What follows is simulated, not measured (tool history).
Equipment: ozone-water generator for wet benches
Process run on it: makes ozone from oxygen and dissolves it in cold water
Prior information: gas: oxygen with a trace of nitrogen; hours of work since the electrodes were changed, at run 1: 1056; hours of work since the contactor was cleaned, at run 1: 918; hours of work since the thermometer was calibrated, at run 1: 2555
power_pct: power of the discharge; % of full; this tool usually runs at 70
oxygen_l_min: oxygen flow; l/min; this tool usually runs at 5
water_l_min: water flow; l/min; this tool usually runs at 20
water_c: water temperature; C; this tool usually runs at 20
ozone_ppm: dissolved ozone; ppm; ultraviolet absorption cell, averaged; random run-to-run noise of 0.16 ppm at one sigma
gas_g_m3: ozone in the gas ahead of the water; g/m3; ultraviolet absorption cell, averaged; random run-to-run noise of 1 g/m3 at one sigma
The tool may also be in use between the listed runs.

| run | hour | power_pct | oxygen_l_min | water_l_min | water_c | hours of work since the electrodes were changed | hours of work since the contactor was cleaned | hours of work since the thermometer was calibrated | ozone_ppm | gas_g_m3 |
|---|---|---|---|---|---|---|---|---|---|---|
| 1 | 0 | 70 | 5 | 20 | 20 | 1056 | 918 | 2555 | 20.1 | 172.5 |
|  | 12.1 | water thermometer calibrated |
| 2 | 41.4 | 70 | 5 | 20 | 20 | 1090 | 953 | 25 | 20.2 | 175.3 |
| 3 | 91.2 | 70 | 5 | 20 | 20 | 1132 | 995 | 66 | 20.2 | 173.7 |
| 4 | 135.3 | 70 | 5 | 20 | 20 | 1169 | 1032 | 103 | 19.8 | 172.4 |
| 5 | 183.3 | 70 | 8.58 | 20 | 20 | 1209 | 1072 | 144 | 20.7 | 138 |
| 6 | 241.5 | 70 | 8.58 | 26 | 20 | 1258 | 1121 | 192 | 17.4 | 136.9 |
| 7 | 302 | 70 | 5 | 20 | 20 | 1309 | 1171 | 243 | 20.1 | 172.3 |
|  | 344.3 | water thermometer calibrated, once more |
| 8 | 344.3 | 70 | 5 | 14 | 20 | 1344 | 1207 | 0 | 25.4 | 172.9 |
| 9 | 377.1 | 44 | 5 | 20 | 20 | 1371 | 1234 | 27 | 14.5 | 125.3 |
| 10 | 439.4 | 44 | 5 | 20 | 20 | 1424 | 1286 | 80 | 14.7 | 125.5 |
| 11 | 509.7 | 44 | 5 | 20 | 20 | 1483 | 1345 | 139 | 14.4 | 125.7 |
| 12 | 550.3 | 70 | 5 | 23 | 20 | 1517 | 1379 | 173 | 18.1 | 171 |
| 13 | 600 | 70 | 5 | 20 | 20 | 1558 | 1421 | 214 | 20 | 171.3 |
| 14 | 631 | 70 | 5 | 20 | 20 | 1584 | 1447 | 240 | 19.8 | 171.8 |
| 15 | 662.5 | 70 | 5 | 20 | 20 | 1611 | 1473 | 267 | 20.1 | 172.2 |
| 16 | 710.9 | 70 | 5 | 20 | 20 | 1651 | 1514 | 308 | 19.8 | 172.5 |
| 17 | 772.4 | 70 | 5 | 20 | 20 | 1703 | 1566 | 359 | 20.1 | 171.8 |
| 18 | 809.1 | 46 | 5 | 20 | 18 | 1734 | 1596 | 390 | 15.4 | 128.3 |

For run 19, what comes out?
| 19 | 879.5 | 46 | 5 | 15 | 18 | 1793 | 1656 | 449 | ? | ? |

Run 19 yielded ozone_ppm 18.8 ppm, gas_g_m3 129.2 g/m3.
With no hidden state in the tool, this same run would have given ozone_ppm 19.4 ppm, gas_g_m3 132.1 g/m3.

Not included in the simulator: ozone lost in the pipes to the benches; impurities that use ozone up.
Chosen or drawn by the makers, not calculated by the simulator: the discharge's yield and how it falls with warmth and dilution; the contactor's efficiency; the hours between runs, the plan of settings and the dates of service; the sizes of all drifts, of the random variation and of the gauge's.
